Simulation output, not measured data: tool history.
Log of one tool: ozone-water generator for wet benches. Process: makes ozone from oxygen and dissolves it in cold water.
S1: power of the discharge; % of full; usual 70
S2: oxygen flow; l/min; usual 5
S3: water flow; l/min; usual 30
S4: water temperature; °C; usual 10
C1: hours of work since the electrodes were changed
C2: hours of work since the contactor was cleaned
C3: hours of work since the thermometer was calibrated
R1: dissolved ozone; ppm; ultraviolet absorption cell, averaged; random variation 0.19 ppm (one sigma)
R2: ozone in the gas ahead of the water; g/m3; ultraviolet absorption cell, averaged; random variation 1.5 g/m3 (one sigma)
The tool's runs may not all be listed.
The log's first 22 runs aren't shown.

run 23 hour=3576.4 | S1=97 S2=5.92 S3=30 S4=8 | C1=5828 C2=5294 C3=490 | R1=37.3 R2=347
run 24 hour=3709.9 | S1=97 S2=5.92 S3=30 S4=8 | C1=5944 C2=5411 C3=606 | R1=37.7 R2=345.2
run 25 hour=3868.3 | S1=97 S2=5.92 S3=30 S4=8 | C1=6082 C2=5549 C3=744 | R1=37 R2=347.9
run 26 hour=4032.6 | S1=97 S2=5.92 S3=30 S4=8 | C1=6226 C2=5692 C3=888 | R1=37.5 R2=348.8
run 27 hour=4192 | S1=97 S2=5.92 S3=30 S4=8 | C1=6365 C2=5831 C3=1027 | R1=37 R2=346.7
run 28 hour=4415.5 | S1=97 S2=5.92 S3=30 S4=8 | C1=6560 C2=6026 C3=1222 | R1=37.4 R2=346.2
run 29 hour=4580 | S1=52 S2=3.68 S3=30 S4=8 | C1=6703 C2=6170 C3=1365 | R1=18.1 R2=240
run 30 hour=4801.4 | S1=52 S2=3.68 S3=30 S4=8 | C1=6896 C2=6363 C3=1558 | R1=18.1 R2=237.9
run 31 hour=4941 | S1=100 S2=4.89 S3=30 S4=8 | C1=7018 C2=6485 C3=1680 | R1=35.9 R2=384.6
run 32 hour=5172.3 | S1=100 S2=4.89 S3=30 S4=8 | C1=7220 C2=6686 C3=1882 | R1=36.1 R2=380.2

3 ways to go on from here, each from the tool as it stands after run 32. What would each give?
run A hour=5389.4 | S1=100 S2=4.89 S3=36 S4=8 | C1=7409 C2=6876 C3=2071 | R1=? R2=?
run B hour=5389.4 | S1=50 S2=5.02 S3=39 S4=10 | C1=7409 C2=6876 C3=2071 | R1=? R2=?
run C hour=5389.4 | S1=70 S2=2.93 S3=30 S4=12 | C1=7409 C2=6876 C3=2071 | R1=? R2=?

run=A R1=29.7 R2=381.2
run=B R1=15.2 R2=206.2
run=C R1=20.4 R2=336.4
Without the tool's hidden state the same runs would have given:
run=A R1=29.7 R2=381.5
run=B R1=15.2 R2=206.3
run=C R1=20.4 R2=336.7
